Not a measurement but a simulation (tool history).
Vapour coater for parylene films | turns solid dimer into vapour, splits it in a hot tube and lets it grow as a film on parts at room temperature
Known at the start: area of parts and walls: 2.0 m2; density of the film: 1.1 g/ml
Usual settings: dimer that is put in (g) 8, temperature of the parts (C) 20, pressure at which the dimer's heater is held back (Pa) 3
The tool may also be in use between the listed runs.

run	day	dimer that is put in (g)	temperature of the parts (C)	pressure at which the dimer's heater is held back (Pa)	thickness of the film (nm)
1	0	8	20	3	2600
2	0.633	8	20	3	2530
3	1.188	8	20	3	2560
# day 2.033: trap's valve overhauled
4	2.042	8	20	3	2470
5	2.592	8	20	3	2510
6	3.004	4	20	3	1260
7	3.304	8	20	3	2410
8	3.721	8	20	3	2420
# day 4.383: trap's valve overhauled, once more
9	4.396	8	20	3	2790
10	4.742	8	20	3	2770
11	5.292	8	20	3	2760
12	5.633	8	20	3	2740
13	6.092	8	20	7.51	2270
14	6.546	8	30	3	1800
15	7.088	8	30	3	1820
16	7.583	8	30	3	1780
17	7.971	8	30	3	1820
18	8.429	14	20	3	4730
19	9	8	20	3	2670
20	9.425	8	23	3	2350
21	9.762	8	20	3	2660
22	10.129	11	20	3	3670
23	10.688	11	20	3	3680
24	11.054	8	20	3	2670
25	11.646	8	20	3	2590
26	11.942	8	18	3	2830
27	12.433	6	18	9.24	1640
28	12.908	6	18	9.24	1620
29	13.608	7	27	6.08	1440
30	14.046	12	15	3	4740
31	14.483	12	15	3	4650
32	14.958	12	15	3	4740
33	15.5	5	16	8.16	1430
34	15.971	8	20	2.38	2630
35	16.388	4	28	5.26	830
36	16.833	8	20	3	2540
37	17.508	8	20	3	2510
38	18.025	8	20	6.59	2020
39	18.596	8	15	10.15	2240
40	18.938	8	15	10.15	2250
# day 19.221: trap's valve overhauled
41	19.675	8	15	10.15	2530
42	19.979	8	20	6.05	2340
43	20.488	8	17	2.52	3240
44	20.788	8	17	2.52	3280
45	21.138	8	21	6.7	2160
46	21.846	4	20	5.02	1140
47	22.158	3	20	3.42	1000
48	22.621	3	20	3.42	1030

Forecast each of these 3 alternatives for the next run:
A	23.083	8	20	8.62	?
B	23.083	3	20	2.66	?
C	23.083	8	19	2.27	?

run	thickness of the film (nm)
A	2090
B	1000
C	2980
Without the tool's hidden state the same runs would have given:
run	thickness of the film (nm)
A	2210
B	1060
C	3140
